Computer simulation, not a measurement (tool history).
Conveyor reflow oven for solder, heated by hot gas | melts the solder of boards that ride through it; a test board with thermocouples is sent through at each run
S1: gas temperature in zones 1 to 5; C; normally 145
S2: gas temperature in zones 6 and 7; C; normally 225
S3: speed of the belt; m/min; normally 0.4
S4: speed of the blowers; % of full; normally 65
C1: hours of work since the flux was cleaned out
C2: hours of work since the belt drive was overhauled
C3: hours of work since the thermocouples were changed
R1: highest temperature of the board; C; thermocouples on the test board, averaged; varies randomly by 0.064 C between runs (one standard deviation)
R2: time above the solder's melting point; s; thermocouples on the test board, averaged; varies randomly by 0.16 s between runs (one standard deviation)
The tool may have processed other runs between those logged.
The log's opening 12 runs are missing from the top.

run	hour	S1	S2	S3	S4	C1	C2	C3	R1	R2
13	325.3	145	225	0.4	63	72	275	467	208.58	60.2
14	344.1	145	225	0.4	65	82	285	476	209.02	61.4
15	381.3	145	225	0.4	65	101	304	495	209	61.2
16	404	145	225	0.32	89	112	316	507	219.07	93.2
# hour 418.2: thermocouples of zones 6 and 7 changed
17	433.7	148	225	0.349	89	127	330	8	215.51	83
18	453.2	148	225	0.349	89	136	340	18	215.56	83
19	488.9	145	238	0.4	67	155	358	36	218.12	70.6
20	526.5	153	238	0.321	85	174	377	55	229.14	104.4
21	543.5	141	239	0.413	65	183	386	64	216.14	64.5
22	560.3	141	239	0.413	65	191	394	73	216.04	64.4
23	595.7	141	239	0.413	65	209	413	91	215.91	64.4
24	630.7	141	239	0.413	65	227	430	109	215.8	64.1
# hour 641: flux residue cleaned out of gas plates and filters
25	655.9	141	239	0.407	87	8	441	119	223.98	73.3
26	679	141	239	0.407	87	19	453	131	223.95	73.5
27	704.2	145	235	0.469	65	32	465	144	210.32	52.2
28	743.1	148	227	0.4	75	52	485	163	212.32	67.8
29	778.3	148	227	0.4	75	70	503	181	212.44	67.6
30	799.1	145	225	0.4	73	81	514	192	209.66	62.9

Alternative continuations, all from the tool just after run 30; predict every row:
A	824.1	145	238	0.418	73	94	527	205	?	?
B	824.1	149	236	0.4	62	94	527	205	?	?
C	824.1	152	225	0.4	73	94	527	205	?	?

run	R1	R2
A	219.17	69.4
B	216.59	71.1
C	210.93	68.5
Without the tool's hidden state the same runs would have given:
run	R1	R2
A	219.7	69.4
B	216.96	71
C	211.29	68.5

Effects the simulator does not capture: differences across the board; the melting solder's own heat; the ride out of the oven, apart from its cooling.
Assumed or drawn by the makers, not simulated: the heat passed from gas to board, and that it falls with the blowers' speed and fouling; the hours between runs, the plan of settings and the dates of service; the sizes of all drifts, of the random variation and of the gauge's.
